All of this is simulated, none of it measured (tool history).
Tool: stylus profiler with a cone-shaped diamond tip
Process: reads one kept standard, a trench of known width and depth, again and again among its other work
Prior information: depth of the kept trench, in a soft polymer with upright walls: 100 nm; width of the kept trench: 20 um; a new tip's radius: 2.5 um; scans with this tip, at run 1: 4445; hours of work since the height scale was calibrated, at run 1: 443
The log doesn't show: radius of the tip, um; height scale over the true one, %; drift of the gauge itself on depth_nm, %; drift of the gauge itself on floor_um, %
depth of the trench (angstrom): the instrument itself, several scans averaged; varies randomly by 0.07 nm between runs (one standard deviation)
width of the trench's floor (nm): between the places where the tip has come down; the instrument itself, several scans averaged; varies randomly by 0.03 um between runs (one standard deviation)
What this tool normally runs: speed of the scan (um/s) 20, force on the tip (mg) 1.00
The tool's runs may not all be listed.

run     day  speed of the scan (um/s)  force on the tip (mg)  scans with this tip  hours of work since the height scale was calibrated  depth of the trench (angstrom)  width of the trench's floor (nm)
  1   0.000                        20                   1.00                 4445                                                  443                          1005.1                             18380
  2   3.075                        20                   2.45                 4788                                                  477                          1010.7                             18430
  3   4.896                        20                   2.45                 4991                                                  497                          1013.1                             18460
  4   7.133                        20                   2.45                 5241                                                  522                          1011.6                             18500
  5  10.617                        20                   2.45                 5630                                                  561                          1012.0                             18470
  6  13.571                        20                   2.99                 5959                                                  593                          1012.6                             18520
  7  15.254                        45                   1.00                 6147                                                  612                          1007.8                             18080
  8  18.671                        45                   1.00                 6528                                                  650                          1005.8                             18140
  9  20.854                        45                   1.00                 6771                                                  674                          1006.3                             18090
 10  23.408                        45                   1.00                 7056                                                  703                          1007.3                             18100
 11  25.104                        45                   1.00                 7245                                                  721                          1006.1                             18090
 12  26.758                        20                   2.34                 7430                                                  740                          1012.0                             18420
 13  28.404                        20                   2.34                 7613                                                  758                          1011.9                             18430
 14  30.212                        20                   2.34                 7815                                                  778                          1010.9                             18470
 15  32.108                        26                   1.00                 8026                                                  799                          1006.6                             18310
 16  33.992                         6                   1.00                 8236                                                  820                          1006.4                             18490
 17  37.079                         6                   1.00                 8581                                                  854                          1005.4                             18560
 18  38.979                         6                   1.00                 8793                                                  876                          1005.3                             18570
 19  42.342                        20                   1.00                 9168                                                  913                          1006.7                             18380
 20  46.083                        20                   1.00                 9585                                                  954                          1006.4                             18400
 21  49.333                         7                   1.00                 9947                                                  991                          1005.1                             18550
 22  52.075                         7                   1.36                10253                                                 1021                          1007.8                             18500
 23  55.571                         7                   1.36                10643                                                 1060                          1008.6                             18530
 24  58.608                         7                   1.36                10982                                                 1094                          1008.7                             18490
 25  60.812                         5                   0.55                11228                                                 1118                          1004.3                             18530
 26  62.608                         5                   0.55                11428                                                 1138                          1006.1                             18540
 27  64.996                        13                   1.01                11694                                                 1164                          1005.6                             18460
 28  67.183                        13                   1.01                11938                                                 1189                          1006.5                             18430
 29  70.975                        13                   1.01                12361                                                 1231                          1006.6                             18460
 30  73.567                        16                   0.78                12650                                                 1260                          1005.1                             18400
 31  75.808                        16                   0.78                12900                                                 1285                          1005.3                             18420
     78.350  -- height scale calibrated on a step standard
 32  79.517                        59                   1.09                13311                                                   13                          1007.1                             17950
 33  82.604                        59                   0.77                13655                                                   47                          1005.0                             17880
 34  84.342                         9                   2.14                13850                                                   67                          1011.0                             18550
 35  85.912                         9                   2.14                14025                                                   84                          1010.9                             18590
 36  88.750                         9                   2.14                14341                                                  115                          1011.4                             18510

What will run 37 give?
 37  90.300                        33                   1.84                14514                                                  133                               ?                                 ?

Run 37 yielded depth of the trench (angstrom) 1008.8, width of the trench's floor (nm) 18340.
If the tool had no hidden condition, the same run with the same run-to-run variation would have returned depth of the trench (angstrom) 1008.8, width of the trench's floor (nm) 18360.
